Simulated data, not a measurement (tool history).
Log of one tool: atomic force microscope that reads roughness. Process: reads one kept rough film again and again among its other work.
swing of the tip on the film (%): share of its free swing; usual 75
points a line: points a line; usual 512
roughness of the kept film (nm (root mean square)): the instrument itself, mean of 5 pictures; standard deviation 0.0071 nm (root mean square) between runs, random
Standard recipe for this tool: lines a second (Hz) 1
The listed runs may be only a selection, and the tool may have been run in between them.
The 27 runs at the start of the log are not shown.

| run | hour | lines a second (Hz) | swing of the tip on the film (%) | points a line | roughness of the kept film (nm (root mean square)) |
|---|---|---|---|---|---|
| 28 | 952.1 | 1 | 75 | 506 | 1.461 |
| 29 | 985.9 | 3.72 | 63 | 420 | 1.409 |
| 30 | 1023.3 | 1 | 68 | 880 | 1.498 |
| 31 | 1051.4 | 1 | 68 | 880 | 1.496 |
| 32 | 1082.7 | 2.88 | 58 | 441 | 1.477 |
|  | 1091.9 | new tip fitted |
| 33 | 1127.6 | 1 | 61 | 492 | 1.523 |
| 34 | 1166.8 | 1 | 61 | 492 | 1.509 |
| 35 | 1203.8 | 1 | 61 | 492 | 1.516 |
| 36 | 1234.3 | 2.59 | 74 | 653 | 1.387 |
| 37 | 1259.6 | 1.92 | 56 | 653 | 1.481 |
| 38 | 1311 | 1.92 | 56 | 653 | 1.501 |
| 39 | 1348.8 | 1.92 | 56 | 653 | 1.505 |
|  | 1362.2 | new tip fitted |
| 40 | 1397.1 | 1 | 82 | 394 | 1.452 |
| 41 | 1426.4 | 3.51 | 69 | 512 | 1.375 |
| 42 | 1468.2 | 3.51 | 69 | 512 | 1.373 |
| 43 | 1507.9 | 1.27 | 88 | 915 | 1.394 |
| 44 | 1534.8 | 1.27 | 88 | 915 | 1.379 |

What does the tool deliver on the next run?
| 45 | 1567.1 | 2.86 | 86 | 915 | ? |

{"run 45": {"roughness of the kept film (nm (root mean square))": 1.249}}
With the hidden condition absent and the run-to-run variation left alone, this run would have shown roughness of the kept film (nm (root mean square)) 1.251.
